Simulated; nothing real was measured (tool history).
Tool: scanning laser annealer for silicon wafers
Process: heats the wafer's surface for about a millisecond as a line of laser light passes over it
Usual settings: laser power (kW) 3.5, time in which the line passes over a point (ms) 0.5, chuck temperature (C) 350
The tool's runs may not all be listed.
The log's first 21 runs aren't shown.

run	day	laser power (kW)	time in which the line passes over a point (ms)	chuck temperature (C)	hours of work since the window was cleaned	hours of work since the power meter was calibrated	hours of work since the optics were aligned	highest temperature of the surface (C)
22	7.033	3.841	0.569	324	429	261	580	1157
# day 7.154: window over the wafer cleaned
23	7.408	3.103	0.361	380	4	265	584	930
24	7.812	3.103	0.361	380	10	271	590	930
25	8.117	3.516	0.5	381	14	276	595	1094
# day 8.271: window over the wafer cleaned, once more
26	8.529	3.71	0.479	332	4	280	600	1092
27	8.754	3.5	0.5	342	7	284	603	1070
28	9.117	3.809	0.5	342	13	289	608	1135
29	9.329	3.809	0.401	382	16	292	612	1100
30	9.712	3.809	0.401	382	22	298	617	1101
31	9.983	3.675	0.5	320	26	302	621	1088
32	10.346	3.675	0.483	320	31	308	627	1073
33	10.633	3.5	0.5	316	35	312	631	1044
34	10.883	3.5	0.5	316	39	316	635	1047
35	11.104	3.5	0.458	320	42	319	638	1024
36	11.546	3.269	0.515	364	49	326	645	1052
37	11.912	3.536	0.477	354	55	331	650	1075
38	12.35	3.5	0.5	373	61	338	657	1101

3 ways to go on from here, each from the tool as it stands after run 38. What would each give?
A	12.625	3.5	0.5	378	65	342	661	?
B	12.625	3.5	0.471	373	65	342	661	?
C	12.625	3.5	0.5	344	65	342	661	?

run	highest temperature of the surface (C)
A	1107
B	1085
C	1075
Without the tool's hidden state the same runs would have given:
run	highest temperature of the surface (C)
A	1113
B	1091
C	1082

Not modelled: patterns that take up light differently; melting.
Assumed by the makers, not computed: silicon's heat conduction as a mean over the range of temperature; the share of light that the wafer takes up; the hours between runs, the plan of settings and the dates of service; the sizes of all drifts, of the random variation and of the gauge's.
